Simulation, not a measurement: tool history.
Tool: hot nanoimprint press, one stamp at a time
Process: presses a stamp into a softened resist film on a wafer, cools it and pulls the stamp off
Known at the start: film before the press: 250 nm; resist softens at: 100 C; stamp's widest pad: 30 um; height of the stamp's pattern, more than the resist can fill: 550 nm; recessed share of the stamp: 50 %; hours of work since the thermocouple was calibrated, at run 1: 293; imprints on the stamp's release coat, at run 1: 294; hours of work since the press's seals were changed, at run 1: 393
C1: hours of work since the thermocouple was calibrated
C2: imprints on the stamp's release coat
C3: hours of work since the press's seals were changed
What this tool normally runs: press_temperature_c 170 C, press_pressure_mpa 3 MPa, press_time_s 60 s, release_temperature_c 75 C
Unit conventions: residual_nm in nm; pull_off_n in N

Run 1, hour 0: usual settings; C1 293; C2 294; C3 393. Result: residual_nm 129.4 nm, pull_off_n 166 N.
Run 2, hour 61.1: usual settings; C1 317; C2 449; C3 417. Result: residual_nm 129.3 nm, pull_off_n 176 N.
Run 3, hour 122.7: usual settings; C1 342; C2 604; C3 442. Result: residual_nm 128.5 nm, pull_off_n 165 N.
Run 4, hour 163.9: usual settings; C1 359; C2 708; C3 458. Result: residual_nm 128.5 nm, pull_off_n 170 N.
Run 5, hour 234.2: usual settings; C1 387; C2 885; C3 487. Result: residual_nm 127.6 nm, pull_off_n 169 N.
Run 6, hour 296.3: usual settings; C1 412; C2 1042; C3 512. Result: residual_nm 127.7 nm, pull_off_n 170 N.
At hour 326.1: plate thermocouple calibrated.
Run 7, hour 337: usual settings; C1 4; C2 1137; C3 527. Result: residual_nm 127.4 nm, pull_off_n 167 N.
Run 8, hour 394.7: usual settings; C1 28; C2 1282; C3 550. Result: residual_nm 128.8 nm, pull_off_n 172 N.
Run 9, hour 424.4: usual settings but press_time_s 114 s; C1 39; C2 1357; C3 562. Result: residual_nm 102 nm, pull_off_n 168 N.
Run 10, hour 470.7: usual settings but press_time_s 31 s; C1 58; C2 1474; C3 580. Result: residual_nm 159.8 nm, pull_off_n 176 N.
Run 11, hour 524.4: usual settings but press_time_s 31 s; C1 80; C2 1609; C3 602. Result: residual_nm 158.8 nm, pull_off_n 171 N.
Run 12, hour 567.3: usual settings but press_time_s 31 s; C1 97; C2 1718; C3 619. Result: residual_nm 158.1 nm, pull_off_n 167 N.
Run 13, hour 612: usual settings but press_time_s 31 s; C1 115; C2 1830; C3 637. Result: residual_nm 158.1 nm, pull_off_n 162 N.
Run 14, hour 681.3: usual settings but press_time_s 34 s; C1 143; C2 2005; C3 665. Result: residual_nm 154.6 nm, pull_off_n 173 N.
Run 15, hour 712.6: usual settings but press_time_s 34 s; C1 155; C2 2084; C3 677. Result: residual_nm 154.4 nm, pull_off_n 170 N.
Run 16, hour 775.6: usual settings but press_temperature_c 173 C, press_pressure_mpa 3.71 MPa, press_time_s 37 s, release_temperature_c 78 C; C1 180; C2 2243; C3 703. Result: residual_nm 122.3 nm, pull_off_n 158 N.
At hour 790.9: stamp cleaned and given a new release coat.
Run 17, hour 851.6: usual settings but press_temperature_c 173 C, press_pressure_mpa 3.71 MPa, press_time_s 37 s, release_temperature_c 78 C; C1 209; C2 153; C3 731. Result: residual_nm 123.8 nm, pull_off_n 159 N.

For run 18, what comes out?
Run 18, hour 883.5: usual settings but press_temperature_c 173 C, press_pressure_mpa 2.23 MPa, press_time_s 68 s, release_temperature_c 78 C; C1 221; C2 234; C3 744. Result: residual_nm ?, pull_off_n ?.

For run 18 the tool returned residual_nm 125.7 nm, pull_off_n 149 N.
Minus the tool's unlogged condition, the same run would have read residual_nm 125.7 nm, pull_off_n 149 N.
